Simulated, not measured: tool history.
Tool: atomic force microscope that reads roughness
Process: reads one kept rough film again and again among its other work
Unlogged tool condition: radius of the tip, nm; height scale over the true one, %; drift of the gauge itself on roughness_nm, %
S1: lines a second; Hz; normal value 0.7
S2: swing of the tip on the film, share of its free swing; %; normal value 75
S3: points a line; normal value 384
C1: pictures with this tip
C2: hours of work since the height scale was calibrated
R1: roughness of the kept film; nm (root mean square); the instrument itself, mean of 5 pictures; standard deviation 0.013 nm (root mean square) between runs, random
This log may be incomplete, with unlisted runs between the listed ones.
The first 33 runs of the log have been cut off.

| run | hour | S1 | S2 | S3 | C1 | C2 | R1 |
|---|---|---|---|---|---|---|---|
| 34 | 254.1 | 1.621 | 87 | 297 | 29 | 33 | 2.523 |
| 35 | 265.4 | 1.284 | 73 | 402 | 50 | 40 | 2.666 |
| 36 | 275.5 | 1.43 | 75 | 499 | 70 | 45 | 2.519 |
| 37 | 286.2 | 1.139 | 82 | 558 | 90 | 51 | 2.438 |
| 38 | 295.7 | 0.688 | 56 | 384 | 109 | 57 | 2.499 |
| 39 | 304.3 | 0.688 | 56 | 384 | 125 | 62 | 2.423 |
| 40 | 312.8 | 0.828 | 56 | 832 | 142 | 66 | 2.358 |
| 41 | 321.2 | 0.828 | 56 | 832 | 158 | 71 | 2.3 |
| 42 | 329.3 | 0.828 | 56 | 832 | 174 | 76 | 2.253 |
| 43 | 337.9 | 3.913 | 74 | 832 | 190 | 80 | 1.925 |
| 44 | 346.4 | 1.047 | 87 | 689 | 207 | 85 | 2.023 |
| 45 | 354.8 | 1.376 | 87 | 343 | 223 | 90 | 1.898 |
|  | 358 | new tip fitted |
| 46 | 364.3 | 2.6 | 87 | 664 | 12 | 95 | 2.485 |
| 47 | 375.7 | 0.729 | 87 | 786 | 34 | 101 | 2.739 |
| 48 | 384.7 | 0.729 | 87 | 786 | 51 | 106 | 2.667 |

What if the next run were any one of these 4? Each begins from the tool's condition after run 48:
| A | 393.7 | 2.572 | 87 | 786 | 69 | 111 | ? |
| B | 393.7 | 1.78 | 87 | 786 | 69 | 111 | ? |
| C | 393.7 | 0.729 | 87 | 643 | 69 | 111 | ? |
| D | 393.7 | 0.7 | 75 | 407 | 69 | 111 | ? |

| run | R1 |
|---|---|
| A | 2.28 |
| B | 2.371 |
| C | 2.598 |
| D | 2.65 |
Without the tool's hidden state the same runs would have given:
| run | R1 |
|---|---|
| A | 2.607 |
| B | 2.711 |
| C | 2.971 |
| D | 3.03 |

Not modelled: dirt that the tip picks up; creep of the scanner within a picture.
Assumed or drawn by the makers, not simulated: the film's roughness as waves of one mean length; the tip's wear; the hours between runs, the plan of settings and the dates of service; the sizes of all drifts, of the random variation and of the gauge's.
